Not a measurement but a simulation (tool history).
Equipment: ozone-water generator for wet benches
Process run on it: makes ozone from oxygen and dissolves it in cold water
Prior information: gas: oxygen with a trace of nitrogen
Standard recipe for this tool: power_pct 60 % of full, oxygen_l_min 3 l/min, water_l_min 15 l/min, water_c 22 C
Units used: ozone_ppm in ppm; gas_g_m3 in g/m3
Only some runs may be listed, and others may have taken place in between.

run    hour  power_pct  oxygen_l_min  water_l_min  water_c  ozone_ppm  gas_g_m3
  1       0         60             3           15       22       17.8     213.8
  2    70.4         60             3           15       22       18.1     213.5
  3   182.4         60          1.56           15       22       15.9     291.7
  4   282.1         60          1.56           15       22       15.8     292.3
  5     364         60             3           14       22       18.9     217.3
  6   438.7         60             3           14       22       18.8     212.3
  7   493.6         60             3           14       22       18.7       214
  8     584         60             3           14       22       18.8     211.8
  9   667.8         60             3           14       22       18.6     211.2
      730.4  -- water thermometer calibrated
 10   784.1         60             3           15       18       18.4     211.9
 11   905.7         60             3           15       18       18.9     213.7
 12  1025.5         60             3           15       18       18.7     210.1
 13  1117.3         60             3           15       18       18.5     208.5
     1183.5  -- water thermometer calibrated, once more
 14  1185.4         60             3           15       22       17.5     210.4
 15  1309.8         60             3           15       22       17.7       211
 16  1370.4         60             3           15       22       17.5     207.8
 17  1490.5         60          4.08           14       22       18.7     182.1
 18  1601.1         60          4.08           14       22       18.7       181
 19  1711.4         60          4.08           14       22       18.8     179.9
 20  1768.6         60          1.96           15       16       17.2     254.9
 21  1832.7         60          1.96           15       16       17.4     255.2
 22  1940.5         63          4.52           12       19       22.6     177.4
 23  2020.1         63          4.52           12       19       22.4     177.3
 24  2131.4         87          3.63           15       22       23.3       254
 25  2196.7         87          3.63           15       22       23.4     252.8
 26  2300.3         59          3.63           14       15       20.2     185.3
 27  2389.1         60             3           21       14       14.3       208
 28  2516.3         60          4.33           11       29       18.6     173.9
 29    2606         60             3            9       26       22.6     205.9
 30  2689.6         49          3.69           15       22       14.9     159.4
 31  2810.4         60           4.8           15       15       19.7     164.3
 32  2866.7         60           4.8           15       15       19.5     163.6

Branching from run 32: 3 alternative next runs. What would each branch give?
  A  2987.7         60             3           15       14          ?         ?
  B  2987.7         60          4.15           21       15          ?         ?
  C  2987.7         66          1.58           15       26          ?         ?

run  ozone_ppm  gas_g_m3
  A       18.7     205.4
  B         15     174.5
  C       15.5     299.8
Without the tool's unlogged condition, the same runs would have read:
run  ozone_ppm  gas_g_m3
  A       20.2     217.7
  B       16.2     184.8
  C       16.8     319.3

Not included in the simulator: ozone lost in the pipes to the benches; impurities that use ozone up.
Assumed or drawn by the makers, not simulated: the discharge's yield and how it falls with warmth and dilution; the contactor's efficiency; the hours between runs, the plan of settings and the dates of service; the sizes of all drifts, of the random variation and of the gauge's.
